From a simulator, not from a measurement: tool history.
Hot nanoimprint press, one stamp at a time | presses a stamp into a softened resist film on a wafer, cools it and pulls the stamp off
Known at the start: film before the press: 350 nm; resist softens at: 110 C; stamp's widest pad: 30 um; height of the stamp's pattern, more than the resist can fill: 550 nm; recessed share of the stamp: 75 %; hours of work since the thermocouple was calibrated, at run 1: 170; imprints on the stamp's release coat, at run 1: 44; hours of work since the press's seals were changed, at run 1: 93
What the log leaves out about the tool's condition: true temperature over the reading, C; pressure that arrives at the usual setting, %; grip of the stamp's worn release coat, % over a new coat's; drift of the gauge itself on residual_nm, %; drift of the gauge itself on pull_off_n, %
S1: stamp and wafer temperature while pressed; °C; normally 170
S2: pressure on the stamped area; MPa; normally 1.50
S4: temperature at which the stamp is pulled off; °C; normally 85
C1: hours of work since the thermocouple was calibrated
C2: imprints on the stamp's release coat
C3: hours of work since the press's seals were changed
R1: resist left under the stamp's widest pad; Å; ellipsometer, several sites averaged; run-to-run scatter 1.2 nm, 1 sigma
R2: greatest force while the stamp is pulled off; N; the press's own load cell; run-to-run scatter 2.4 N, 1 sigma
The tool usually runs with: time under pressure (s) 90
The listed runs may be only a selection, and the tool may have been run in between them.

Run 1, hour 0.0: usual settings; C1 170; C2 44; C3 93. Result: R1 1749 Å, R2 218 N.
Run 2, hour 8.0: usual settings; C1 175; C2 64; C3 97. Result: R1 1748 Å, R2 218 N.
Run 3, hour 21.4: usual settings but S4 82 °C; C1 182; C2 99; C3 104. Result: R1 1736 Å, R2 225 N.
Run 4, hour 33.3: usual settings but S2 1.27 MPa; C1 188; C2 129; C3 110. Result: R1 1863 Å, R2 215 N.
Run 5, hour 49.0: usual settings but S2 1.27 MPa; C1 197; C2 169; C3 119. Result: R1 1862 Å, R2 217 N.
Run 6, hour 63.8: usual settings; C1 204; C2 207; C3 127. Result: R1 1748 Å, R2 217 N.
Run 7, hour 71.7: usual settings; C1 209; C2 227; C3 131. Result: R1 1743 Å, R2 216 N.
Run 8, hour 85.7: usual settings; C1 216; C2 263; C3 138. Result: R1 1718 Å, R2 219 N.
Run 9, hour 94.8: usual settings; C1 221; C2 286; C3 143. Result: R1 1750 Å, R2 218 N.
Run 10, hour 112.6: usual settings but S1 176 °C; C1 231; C2 332; C3 153. Result: R1 1233 Å, R2 218 N.
Run 11, hour 124.5: usual settings; C1 237; C2 362; C3 159. Result: R1 1738 Å, R2 218 N.
Run 12, hour 132.5: usual settings; C1 241; C2 383; C3 163. Result: R1 1749 Å, R2 219 N.
Run 13, hour 143.6: usual settings but S4 79 °C; C1 247; C2 411; C3 169. Result: R1 1755 Å, R2 235 N.
Run 14, hour 151.6: usual settings but S4 79 °C; C1 251; C2 432; C3 174. Result: R1 1736 Å, R2 227 N.
Run 15, hour 167.5: usual settings but S4 79 °C; C1 260; C2 472; C3 182. Result: R1 1775 Å, R2 230 N.
Run 16, hour 178.1: usual settings but S2 1.85 MPa, S4 80 °C; C1 266; C2 500; C3 188. Result: R1 1609 Å, R2 230 N.
Run 17, hour 186.6: usual settings but S1 167 °C, S2 1.85 MPa, time under pressure (s) 59, S4 80 °C; C1 270; C2 521; C3 192. Result: R1 2144 Å, R2 234 N.
Run 18, hour 203.9: usual settings but S1 167 °C, S2 1.85 MPa, time under pressure (s) 59, S4 80 °C; C1 279; C2 565; C3 201. Result: R1 2130 Å, R2 229 N.
At hour 225.9: stamp cleaned and given a new release coat.
Run 19, hour 227.4: usual settings but S4 70 °C; C1 289; C2 4; C3 211. Result: R1 1738 Å, R2 249 N.
Run 20, hour 242.1: usual settings but S1 168 °C, time under pressure (s) 91; C1 297; C2 42; C3 219. Result: R1 1968 Å, R2 217 N.
Run 21, hour 252.0: usual settings but S1 179 °C, S2 1.56 MPa, time under pressure (s) 178, S4 74 °C; C1 302; C2 67; C3 224. Result: R1 769 Å, R2 240 N.
Run 22, hour 264.9: usual settings but S1 179 °C, S2 2.12 MPa, time under pressure (s) 136; C1 309; C2 100; C3 231. Result: R1 727 Å, R2 218 N.
Run 23, hour 282.4: usual settings but S1 179 °C, S2 2.12 MPa, time under pressure (s) 136; C1 318; C2 145; C3 240. Result: R1 735 Å, R2 217 N.
Run 24, hour 299.4: usual settings but S1 167 °C, S2 1.83 MPa; C1 327; C2 188; C3 249. Result: R1 1879 Å, R2 218 N.
Run 25, hour 308.7: usual settings but S1 167 °C, S2 1.83 MPa; C1 332; C2 212; C3 254. Result: R1 1871 Å, R2 217 N.
Run 26, hour 321.2: usual settings but S1 167 °C, S2 1.83 MPa; C1 339; C2 244; C3 261. Result: R1 1871 Å, R2 220 N.
Run 27, hour 333.6: usual settings but S1 178 °C, time under pressure (s) 151; C1 345; C2 276; C3 268. Result: R1 898 Å, R2 213 N.
Run 28, hour 343.6: usual settings but S1 172 °C, time under pressure (s) 60, S4 72 °C; C1 351; C2 301; C3 273. Result: R1 1806 Å, R2 250 N.
Run 29, hour 354.9: usual settings but S4 89 °C; C1 357; C2 330; C3 279. Result: R1 1737 Å, R2 214 N.
Run 30, hour 364.4: usual settings but S4 89 °C; C1 362; C2 355; C3 284. Result: R1 1761 Å, R2 209 N.

Predict each of these 3 candidate next runs independently; none follows another, all start after run 30:
Run A, hour 376.4: usual settings but S4 89 °C; C1 368; C2 385; C3 290. Result: R1 ?, R2 ?.
Run B, hour 376.4: usual settings but time under pressure (s) 94, S4 87 °C; C1 368; C2 385; C3 290. Result: R1 ?, R2 ?.
Run C, hour 376.4: usual settings but S1 171 °C, S4 89 °C; C1 368; C2 385; C3 290. Result: R1 ?, R2 ?.

run    R1   R2
  A  1740  204
  B  1724  217
  C  1633  210
Stripped of hidden state, with their random variation kept, the same runs would have yielded:
run    R1   R2
  A  1750  204
  B  1734  217
  C  1642  210

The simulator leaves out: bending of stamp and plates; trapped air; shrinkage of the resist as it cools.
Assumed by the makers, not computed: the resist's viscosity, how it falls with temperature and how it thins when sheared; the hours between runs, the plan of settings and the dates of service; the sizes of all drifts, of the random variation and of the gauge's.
